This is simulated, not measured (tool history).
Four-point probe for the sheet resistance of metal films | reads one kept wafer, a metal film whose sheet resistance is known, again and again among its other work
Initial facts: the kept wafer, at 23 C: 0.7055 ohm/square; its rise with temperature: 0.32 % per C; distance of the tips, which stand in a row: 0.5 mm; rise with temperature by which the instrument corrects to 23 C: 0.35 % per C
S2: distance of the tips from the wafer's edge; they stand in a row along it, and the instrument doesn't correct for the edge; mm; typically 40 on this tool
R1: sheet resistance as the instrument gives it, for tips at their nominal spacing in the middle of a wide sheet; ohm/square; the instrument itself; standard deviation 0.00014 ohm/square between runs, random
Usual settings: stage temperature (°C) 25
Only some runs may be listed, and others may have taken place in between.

{"run": 1, "hour": 0.0, "stage temperature (°C)": 25, "S2": 40, "R1": 0.701615}
{"run": 2, "hour": 32.3, "stage temperature (°C)": 34, "S2": 40, "R1": 0.699703}
{"run": 3, "hour": 58.0, "stage temperature (°C)": 25, "S2": 40, "R1": 0.701628}
{"run": 4, "hour": 84.1, "stage temperature (°C)": 25, "S2": 40, "R1": 0.701482}
{"run": 5, "hour": 113.8, "stage temperature (°C)": 25, "S2": 40, "R1": 0.70158}
{"run": 6, "hour": 145.6, "stage temperature (°C)": 25, "S2": 10, "R1": 0.702379}
{"run": 7, "hour": 172.6, "stage temperature (°C)": 25, "S2": 40, "R1": 0.70145}
{"run": 8, "hour": 204.3, "stage temperature (°C)": 25, "S2": 40, "R1": 0.701659}
{"run": 9, "hour": 230.2, "stage temperature (°C)": 25, "S2": 40, "R1": 0.701686}
{"run": 10, "hour": 259.6, "stage temperature (°C)": 25, "S2": 40, "R1": 0.701555}
{"run": 11, "hour": 281.2, "stage temperature (°C)": 25, "S2": 40, "R1": 0.702033}
{"run": 12, "hour": 309.1, "stage temperature (°C)": 25, "S2": 40, "R1": 0.701781}
{"run": 13, "hour": 344.1, "stage temperature (°C)": 25, "S2": 40, "R1": 0.701905}
{"run": 14, "hour": 383.8, "stage temperature (°C)": 25, "S2": 40, "R1": 0.70192}
{"run": 15, "hour": 413.6, "stage temperature (°C)": 25, "S2": 40, "R1": 0.701832}
{"run": 16, "hour": 439.2, "stage temperature (°C)": 25, "S2": 40, "R1": 0.702048}
{"run": 17, "hour": 478.2, "stage temperature (°C)": 25, "S2": 40, "R1": 0.701782}
{"run": 18, "hour": 516.6, "stage temperature (°C)": 25, "S2": 40, "R1": 0.701946}
{"run": 19, "hour": 538.2, "stage temperature (°C)": 25, "S2": 31, "R1": 0.701851}
{"run": 20, "hour": 558.9, "stage temperature (°C)": 25, "S2": 31, "R1": 0.701863}
{"run": 21, "hour": 585.8, "stage temperature (°C)": 25, "S2": 9, "R1": 0.703047}
{"run": 22, "hour": 626.8, "stage temperature (°C)": 25, "S2": 40, "R1": 0.702126}
{"run": 23, "hour": 647.9, "stage temperature (°C)": 25, "S2": 40, "R1": 0.701894}
{"run": 24, "hour": 670.3, "stage temperature (°C)": 25, "S2": 5, "R1": 0.705667}
{"run": 25, "hour": 699.7, "stage temperature (°C)": 25, "S2": 5, "R1": 0.705679}
{"run": 26, "hour": 722.5, "stage temperature (°C)": 25, "S2": 7, "R1": 0.703965}
{"run": 27, "hour": 754.2, "stage temperature (°C)": 27, "S2": 4, "R1": 0.707415}
{"run": 28, "hour": 793.6, "stage temperature (°C)": 20, "S2": 5, "R1": 0.706681}
{"run": 29, "hour": 825.3, "stage temperature (°C)": 20, "S2": 5, "R1": 0.706832}
{"run": 30, "hour": 847.7, "stage temperature (°C)": 27, "S2": 10, "R1": 0.702568}
{"run": 31, "hour": 883.2, "stage temperature (°C)": 27, "S2": 10, "R1": 0.702587}
{"run": 32, "hour": 923.0, "stage temperature (°C)": 27, "S2": 73, "R1": 0.701718}
{"run": 33, "hour": 965.0, "stage temperature (°C)": 27, "S2": 73, "R1": 0.701722}
{"run": 34, "hour": 991.7, "stage temperature (°C)": 22, "S2": 13, "R1": 0.703605}
{"run": 35, "hour": 1014.5, "stage temperature (°C)": 19, "S2": 28, "R1": 0.703419}
{"run": 36, "hour": 1035.0, "stage temperature (°C)": 25, "S2": 28, "R1": 0.702664}
{"run": 37, "hour": 1060.2, "stage temperature (°C)": 31, "S2": 3, "R1": 0.711745}
{"run": 38, "hour": 1079.9, "stage temperature (°C)": 31, "S2": 3, "R1": 0.711587}
{"run": 39, "hour": 1121.0, "stage temperature (°C)": 20, "S2": 8, "R1": 0.704877}
{"run": 40, "hour": 1145.1, "stage temperature (°C)": 23, "S2": 8, "R1": 0.7041}
{"run": 41, "hour": 1172.4, "stage temperature (°C)": 23, "S2": 8, "R1": 0.704533}
{"run": 42, "hour": 1198.2, "stage temperature (°C)": 30, "S2": 34, "R1": 0.701472}
{"run": 43, "hour": 1234.8, "stage temperature (°C)": 30, "S2": 34, "R1": 0.701711}
{"run": 44, "hour": 1254.3, "stage temperature (°C)": 30, "S2": 34, "R1": 0.701755}

Each row is a separate what-if for the run after 44, all from the same tool condition, not one after another. Results?
{"run": "A", "hour": 1286.7, "stage temperature (°C)": 33, "S2": 7, "R1": "?"}
{"run": "B", "hour": 1286.7, "stage temperature (°C)": 26, "S2": 11, "R1": "?"}
{"run": "C", "hour": 1286.7, "stage temperature (°C)": 30, "S2": 14, "R1": "?"}
{"run": "D", "hour": 1286.7, "stage temperature (°C)": 30, "S2": 55, "R1": "?"}
{"run": "E", "hour": 1286.7, "stage temperature (°C)": 25, "S2": 14, "R1": "?"}

run=A R1=0.703023
run=B R1=0.702726
run=C R1=0.701849
run=D R1=0.701327
run=E R1=0.702895
Stripped of hidden state, with their random variation kept, the same runs would have yielded:
run=A R1=0.705699
run=B R1=0.705389
run=C R1=0.704516
run=D R1=0.703992
run=E R1=0.705557

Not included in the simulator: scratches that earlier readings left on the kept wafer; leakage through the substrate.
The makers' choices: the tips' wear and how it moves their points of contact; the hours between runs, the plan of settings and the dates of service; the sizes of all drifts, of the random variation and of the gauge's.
